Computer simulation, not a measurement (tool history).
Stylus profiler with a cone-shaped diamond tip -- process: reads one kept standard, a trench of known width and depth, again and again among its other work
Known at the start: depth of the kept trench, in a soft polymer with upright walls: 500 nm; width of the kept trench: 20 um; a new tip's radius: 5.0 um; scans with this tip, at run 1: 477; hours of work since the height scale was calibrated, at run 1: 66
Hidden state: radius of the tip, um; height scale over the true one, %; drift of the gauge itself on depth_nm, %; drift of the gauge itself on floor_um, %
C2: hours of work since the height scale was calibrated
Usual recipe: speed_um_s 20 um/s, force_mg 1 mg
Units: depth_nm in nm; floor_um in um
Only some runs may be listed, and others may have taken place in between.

run 1 hour=0 | speed_um_s=20 force_mg=1 | scans_with_this_tip=477 C2=66 | depth_nm=501.84 floor_um=15.42
run 2 hour=45.1 | speed_um_s=20 force_mg=1 | scans_with_this_tip=673 C2=93 | depth_nm=501.83 floor_um=15.49
run 3 hour=72.3 | speed_um_s=20 force_mg=0.33 | scans_with_this_tip=791 C2=110 | depth_nm=500.86 floor_um=15.35
run 4 hour=102.1 | speed_um_s=20 force_mg=1 | scans_with_this_tip=921 C2=128 | depth_nm=501.88 floor_um=15.37
run 5 hour=140.4 | speed_um_s=20 force_mg=1 | scans_with_this_tip=1087 C2=151 | depth_nm=501.75 floor_um=15.36
run 6 hour=178.6 | speed_um_s=20 force_mg=1 | scans_with_this_tip=1253 C2=174 | depth_nm=501.84 floor_um=15.36
run 7 hour=223.1 | speed_um_s=20 force_mg=1.16 | scans_with_this_tip=1446 C2=200 | depth_nm=502.03 floor_um=15.28
run 8 hour=254.6 | speed_um_s=20 force_mg=1.16 | scans_with_this_tip=1583 C2=219 | depth_nm=502.04 floor_um=15.29
run 9 hour=281.1 | speed_um_s=5 force_mg=1 | scans_with_this_tip=1698 C2=235 | depth_nm=502.09 floor_um=15.35
run 10 hour=323.6 | speed_um_s=21 force_mg=1 | scans_with_this_tip=1883 C2=261 | depth_nm=502.09 floor_um=15.23
run 11 hour=363 | speed_um_s=18 force_mg=1 | scans_with_this_tip=2054 C2=285 | depth_nm=502.02 floor_um=15.21
run 12 hour=409.6 | speed_um_s=18 force_mg=1 | scans_with_this_tip=2256 C2=313 | depth_nm=502.12 floor_um=15.22
run 13 hour=465.1 | speed_um_s=18 force_mg=1 | scans_with_this_tip=2497 C2=346 | depth_nm=502.1 floor_um=15.18
-- hour=470.2 height scale calibrated on a step standard
run 14 hour=495.2 | speed_um_s=14 force_mg=1 | scans_with_this_tip=2626 C2=15 | depth_nm=502.4 floor_um=15.19
run 15 hour=536.7 | speed_um_s=14 force_mg=1 | scans_with_this_tip=2806 C2=40 | depth_nm=502.38 floor_um=15.15
run 16 hour=590.8 | speed_um_s=14 force_mg=1 | scans_with_this_tip=3041 C2=73 | depth_nm=502.5 floor_um=15.12
run 17 hour=643.8 | speed_um_s=14 force_mg=1 | scans_with_this_tip=3271 C2=105 | depth_nm=502.5 floor_um=15.09
run 18 hour=681.2 | speed_um_s=30 force_mg=0.38 | scans_with_this_tip=3433 C2=127 | depth_nm=501.69 floor_um=14.93
run 19 hour=728.3 | speed_um_s=16 force_mg=2.17 | scans_with_this_tip=3638 C2=155 | depth_nm=503.68 floor_um=15.05
run 20 hour=762.7 | speed_um_s=16 force_mg=2.17 | scans_with_this_tip=3788 C2=176 | depth_nm=503.84 floor_um=15.04
run 21 hour=791.7 | speed_um_s=43 force_mg=0.4 | scans_with_this_tip=3914 C2=194 | depth_nm=501.72 floor_um=14.85
-- hour=813.1 height scale calibrated on a step standard, once more
run 22 hour=825.1 | speed_um_s=52 force_mg=1.26 | scans_with_this_tip=4056 C2=7 | depth_nm=501.93 floor_um=14.91
run 23 hour=869.6 | speed_um_s=52 force_mg=1.26 | scans_with_this_tip=4250 C2=34 | depth_nm=502.12 floor_um=14.89
run 24 hour=918.8 | speed_um_s=21 force_mg=0.61 | scans_with_this_tip=4463 C2=64 | depth_nm=501.31 floor_um=14.89
run 25 hour=949.1 | speed_um_s=21 force_mg=0.94 | scans_with_this_tip=4595 C2=82 | depth_nm=501.89 floor_um=14.87
run 26 hour=987.8 | speed_um_s=64 force_mg=1.8 | scans_with_this_tip=4763 C2=105 | depth_nm=502.7 floor_um=14.82
run 27 hour=1024.7 | speed_um_s=64 force_mg=1.8 | scans_with_this_tip=4923 C2=127 | depth_nm=502.72 floor_um=14.79

Below are 3 alternative next runs, each starting from the tool's condition after run 27. Predict each:
run A hour=1063.7 | speed_um_s=8 force_mg=0.4 | scans_with_this_tip=5093 C2=151 | depth_nm=? floor_um=?
run B hour=1063.7 | speed_um_s=20 force_mg=0.49 | scans_with_this_tip=5093 C2=151 | depth_nm=? floor_um=?
run C hour=1063.7 | speed_um_s=62 force_mg=1.72 | scans_with_this_tip=5093 C2=151 | depth_nm=? floor_um=?

run=A depth_nm=500.99 floor_um=14.94
run=B depth_nm=501.26 floor_um=14.77
run=C depth_nm=502.7 floor_um=14.74
With the hidden condition removed and each run's random variation left untouched, the same runs would have given:
run=A depth_nm=500.84 floor_um=15.66
run=B depth_nm=501.12 floor_um=15.5
run=C depth_nm=502.55 floor_um=15.47

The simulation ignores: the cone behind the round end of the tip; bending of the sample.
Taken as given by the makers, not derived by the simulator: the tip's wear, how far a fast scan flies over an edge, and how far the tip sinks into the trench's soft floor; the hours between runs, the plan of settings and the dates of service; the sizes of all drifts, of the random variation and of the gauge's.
